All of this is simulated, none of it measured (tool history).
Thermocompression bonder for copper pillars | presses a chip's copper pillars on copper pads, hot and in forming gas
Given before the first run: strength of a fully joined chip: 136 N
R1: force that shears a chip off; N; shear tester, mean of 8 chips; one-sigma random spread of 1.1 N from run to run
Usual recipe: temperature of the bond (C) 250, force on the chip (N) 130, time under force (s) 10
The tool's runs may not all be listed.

run 1 hour=0.0 | temperature_of_the_bond_(C)=250 force_on_the_chip_(N)=130 time_under_force_(s)=10 | R1=92.6
run 2 hour=17.0 | temperature_of_the_bond_(C)=250 force_on_the_chip_(N)=130 time_under_force_(s)=10 | R1=93.3
run 3 hour=28.2 | temperature_of_the_bond_(C)=250 force_on_the_chip_(N)=85 time_under_force_(s)=10 | R1=63.8
run 4 hour=39.6 | temperature_of_the_bond_(C)=250 force_on_the_chip_(N)=85 time_under_force_(s)=10 | R1=65.0
run 5 hour=47.1 | temperature_of_the_bond_(C)=238 force_on_the_chip_(N)=130 time_under_force_(s)=10 | R1=83.4
-- hour=57.5 forming gas filter changed
run 6 hour=61.3 | temperature_of_the_bond_(C)=250 force_on_the_chip_(N)=130 time_under_force_(s)=10 | R1=93.4
run 7 hour=74.5 | temperature_of_the_bond_(C)=250 force_on_the_chip_(N)=130 time_under_force_(s)=11 | R1=95.2
run 8 hour=86.6 | temperature_of_the_bond_(C)=250 force_on_the_chip_(N)=130 time_under_force_(s)=11 | R1=93.9
run 9 hour=103.4 | temperature_of_the_bond_(C)=250 force_on_the_chip_(N)=130 time_under_force_(s)=11 | R1=92.6
run 10 hour=117.4 | temperature_of_the_bond_(C)=250 force_on_the_chip_(N)=130 time_under_force_(s)=10 | R1=92.1
run 11 hour=128.3 | temperature_of_the_bond_(C)=250 force_on_the_chip_(N)=130 time_under_force_(s)=10 | R1=92.7
run 12 hour=138.5 | temperature_of_the_bond_(C)=250 force_on_the_chip_(N)=130 time_under_force_(s)=10 | R1=94.7
run 13 hour=150.0 | temperature_of_the_bond_(C)=250 force_on_the_chip_(N)=130 time_under_force_(s)=10 | R1=92.1
run 14 hour=158.5 | temperature_of_the_bond_(C)=250 force_on_the_chip_(N)=130 time_under_force_(s)=10 | R1=92.4
run 15 hour=174.4 | temperature_of_the_bond_(C)=275 force_on_the_chip_(N)=130 time_under_force_(s)=10 | R1=111.8
run 16 hour=182.2 | temperature_of_the_bond_(C)=250 force_on_the_chip_(N)=130 time_under_force_(s)=26 | R1=114.5
run 17 hour=196.9 | temperature_of_the_bond_(C)=250 force_on_the_chip_(N)=130 time_under_force_(s)=26 | R1=114.1
run 18 hour=211.0 | temperature_of_the_bond_(C)=250 force_on_the_chip_(N)=130 time_under_force_(s)=10 | R1=92.4
run 19 hour=224.7 | temperature_of_the_bond_(C)=250 force_on_the_chip_(N)=130 time_under_force_(s)=10 | R1=93.9
run 20 hour=237.7 | temperature_of_the_bond_(C)=250 force_on_the_chip_(N)=130 time_under_force_(s)=10 | R1=91.2
run 21 hour=246.1 | temperature_of_the_bond_(C)=250 force_on_the_chip_(N)=130 time_under_force_(s)=11 | R1=93.9
run 22 hour=257.9 | temperature_of_the_bond_(C)=250 force_on_the_chip_(N)=130 time_under_force_(s)=11 | R1=96.2
run 23 hour=265.1 | temperature_of_the_bond_(C)=250 force_on_the_chip_(N)=130 time_under_force_(s)=11 | R1=94.1
run 24 hour=272.7 | temperature_of_the_bond_(C)=250 force_on_the_chip_(N)=130 time_under_force_(s)=11 | R1=94.3
run 25 hour=284.3 | temperature_of_the_bond_(C)=255 force_on_the_chip_(N)=159 time_under_force_(s)=10 | R1=109.7

Run 26 has not been measured yet. What should we expect?
run 26 hour=300.4 | temperature_of_the_bond_(C)=255 force_on_the_chip_(N)=159 time_under_force_(s)=10 | R1=?

R1: 108.7 N
With no hidden state in the tool, this same run would have given R1 109.2 N.
